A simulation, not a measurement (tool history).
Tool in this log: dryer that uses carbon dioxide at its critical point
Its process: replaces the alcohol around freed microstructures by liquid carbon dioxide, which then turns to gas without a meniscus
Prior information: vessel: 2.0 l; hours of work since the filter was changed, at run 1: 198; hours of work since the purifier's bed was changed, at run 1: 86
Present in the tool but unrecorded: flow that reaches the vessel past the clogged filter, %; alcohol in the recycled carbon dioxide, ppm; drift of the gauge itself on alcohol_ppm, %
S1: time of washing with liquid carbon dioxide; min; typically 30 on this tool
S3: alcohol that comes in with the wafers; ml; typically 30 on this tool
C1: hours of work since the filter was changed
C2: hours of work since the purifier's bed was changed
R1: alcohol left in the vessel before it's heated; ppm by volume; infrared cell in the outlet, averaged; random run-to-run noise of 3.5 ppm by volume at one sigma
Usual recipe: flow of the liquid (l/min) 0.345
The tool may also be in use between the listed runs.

{"run": 1, "hour": 0.0, "S1": 30, "flow of the liquid (l/min)": 0.345, "S3": 30, "C1": 198, "C2": 86, "R1": 130}
{"run": 2, "hour": 17.5, "S1": 28, "flow of the liquid (l/min)": 0.345, "S3": 30, "C1": 208, "C2": 96, "R1": 178}
{"run": 3, "hour": 39.9, "S1": 28, "flow of the liquid (l/min)": 0.345, "S3": 30, "C1": 221, "C2": 108, "R1": 182}
{"run": 4, "hour": 54.4, "S1": 28, "flow of the liquid (l/min)": 0.345, "S3": 30, "C1": 229, "C2": 117, "R1": 185}
{"run": 5, "hour": 76.6, "S1": 28, "flow of the liquid (l/min)": 0.345, "S3": 30, "C1": 242, "C2": 129, "R1": 191}
{"run": 6, "hour": 99.6, "S1": 28, "flow of the liquid (l/min)": 0.345, "S3": 30, "C1": 255, "C2": 142, "R1": 193}
{"run": 7, "hour": 123.3, "S1": 24, "flow of the liquid (l/min)": 0.345, "S3": 30, "C1": 268, "C2": 156, "R1": 346}
{"run": 8, "hour": 137.3, "S1": 24, "flow of the liquid (l/min)": 0.345, "S3": 30, "C1": 276, "C2": 164, "R1": 357}
{"run": 9, "hour": 157.9, "S1": 24, "flow of the liquid (l/min)": 0.345, "S3": 30, "C1": 288, "C2": 175, "R1": 353}
{"run": 10, "hour": 169.0, "S1": 38, "flow of the liquid (l/min)": 0.443, "S3": 118, "C1": 294, "C2": 182, "R1": 46}
{"run": 11, "hour": 184.2, "S1": 38, "flow of the liquid (l/min)": 0.443, "S3": 118, "C1": 303, "C2": 190, "R1": 49}
{"run": 12, "hour": 198.3, "S1": 30, "flow of the liquid (l/min)": 0.392, "S3": 36, "C1": 311, "C2": 198, "R1": 101}
{"run": 13, "hour": 218.3, "S1": 30, "flow of the liquid (l/min)": 0.392, "S3": 36, "C1": 322, "C2": 210, "R1": 103}
{"run": 14, "hour": 229.1, "S1": 30, "flow of the liquid (l/min)": 0.392, "S3": 36, "C1": 328, "C2": 216, "R1": 101}
{"run": 15, "hour": 248.2, "S1": 21, "flow of the liquid (l/min)": 0.319, "S3": 33, "C1": 339, "C2": 227, "R1": 814}
{"run": 16, "hour": 264.5, "S1": 34, "flow of the liquid (l/min)": 0.277, "S3": 78, "C1": 349, "C2": 236, "R1": 596}

Consider 5 possible next runs. They are alternatives, not a sequence: every one starts from the tool as it was left by run 16. What does each give?
{"run": "A", "hour": 287.9, "S1": 19, "flow of the liquid (l/min)": 0.378, "S3": 37, "C1": 362, "C2": 249, "R1": "?"}
{"run": "B", "hour": 287.9, "S1": 22, "flow of the liquid (l/min)": 0.47, "S3": 65, "C1": 362, "C2": 249, "R1": "?"}
{"run": "C", "hour": 287.9, "S1": 34, "flow of the liquid (l/min)": 0.441, "S3": 44, "C1": 362, "C2": 249, "R1": "?"}
{"run": "D", "hour": 287.9, "S1": 30, "flow of the liquid (l/min)": 0.362, "S3": 27, "C1": 362, "C2": 249, "R1": "?"}
{"run": "E", "hour": 287.9, "S1": 26, "flow of the liquid (l/min)": 0.345, "S3": 30, "C1": 362, "C2": 249, "R1": "?"}

run=A R1=730
run=B R1=316
run=C R1=48
run=D R1=120
run=E R1=284
What these runs would have given with no unlogged condition in the tool:
run=A R1=563
run=B R1=214
run=C R1=22
run=D R1=72
run=E R1=199
